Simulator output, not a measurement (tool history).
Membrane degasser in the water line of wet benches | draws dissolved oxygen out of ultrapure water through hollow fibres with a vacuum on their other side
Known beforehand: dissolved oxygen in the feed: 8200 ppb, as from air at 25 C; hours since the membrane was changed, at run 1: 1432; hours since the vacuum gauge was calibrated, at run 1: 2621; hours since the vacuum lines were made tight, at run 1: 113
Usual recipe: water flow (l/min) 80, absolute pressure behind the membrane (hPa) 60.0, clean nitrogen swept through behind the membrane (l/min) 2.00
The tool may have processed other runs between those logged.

| run | hour | water flow (l/min) | absolute pressure behind the membrane (hPa) | clean nitrogen swept through behind the membrane (l/min) | hours since the membrane was changed | hours since the vacuum gauge was calibrated | hours since the vacuum lines were made tight | dissolved oxygen in the water behind the degasser (ppb) | pressure that the water loses in the fibres (hPa) |
|---|---|---|---|---|---|---|---|---|---|
| 1 | 0.0 | 80 | 60.0 | 2.00 | 1432 | 2621 | 113 | 225.0 | 565.1 |
| 2 | 195.4 | 80 | 60.0 | 2.00 | 1628 | 2816 | 309 | 223.6 | 566.4 |
| 3 | 434.4 | 80 | 60.0 | 2.00 | 1866 | 3055 | 547 | 223.8 | 566.4 |
| 4 | 698.5 | 80 | 60.0 | 2.00 | 2131 | 3320 | 812 | 225.3 | 563.8 |
| 5 | 864.5 | 80 | 60.0 | 2.00 | 2297 | 3485 | 978 | 224.6 | 563.7 |
| 6 | 1055.2 | 80 | 60.0 | 2.00 | 2487 | 3676 | 1168 | 225.3 | 566.1 |
| 7 | 1365.2 | 64 | 60.0 | 2.00 | 2797 | 3986 | 1478 | 184.0 | 453.8 |
| 8 | 1648.5 | 80 | 50.0 | 2.89 | 3081 | 4270 | 1762 | 111.9 | 564.3 |
| 9 | 1866.3 | 124 | 53.4 | 3.25 | 3298 | 4487 | 1979 | 200.5 | 879.9 |
| 10 | 2070.6 | 54 | 96.3 | 2.00 | 3503 | 4692 | 2184 | 363.0 | 381.8 |
| 11 | 2325.3 | 68 | 72.7 | 1.93 | 3757 | 4946 | 2438 | 285.1 | 485.0 |

Each row is a separate what-if for the run after 11, all from the same tool condition, not one after another. Results?
| A | 2474.6 | 77 | 85.9 | 1.00 | 3907 | 5096 | 2588 | ? | ? |
| B | 2474.6 | 68 | 115.4 | 1.93 | 3907 | 5096 | 2588 | ? | ? |
| C | 2474.6 | 49 | 72.7 | 1.93 | 3907 | 5096 | 2588 | ? | ? |
| D | 2474.6 | 104 | 60.0 | 2.00 | 3907 | 5096 | 2588 | ? | ? |
| E | 2474.6 | 78 | 45.5 | 5.00 | 3907 | 5096 | 2588 | ? | ? |

| run | dissolved oxygen in the water behind the degasser (ppb) | pressure that the water loses in the fibres (hPa) |
|---|---|---|
| A | 663.2 | 541.9 |
| B | 574.9 | 483.3 |
| C | 217.4 | 350.2 |
| D | 285.8 | 739.1 |
| E | 52.9 | 552.2 |
Had the tool no hidden state, the same runs would have come out as:
| run | dissolved oxygen in the water behind the degasser (ppb) | pressure that the water loses in the fibres (hPa) |
|---|---|---|
| A | 663.0 | 541.8 |
| B | 574.8 | 483.2 |
| C | 217.3 | 350.1 |
| D | 285.6 | 739.0 |
| E | 52.8 | 552.1 |
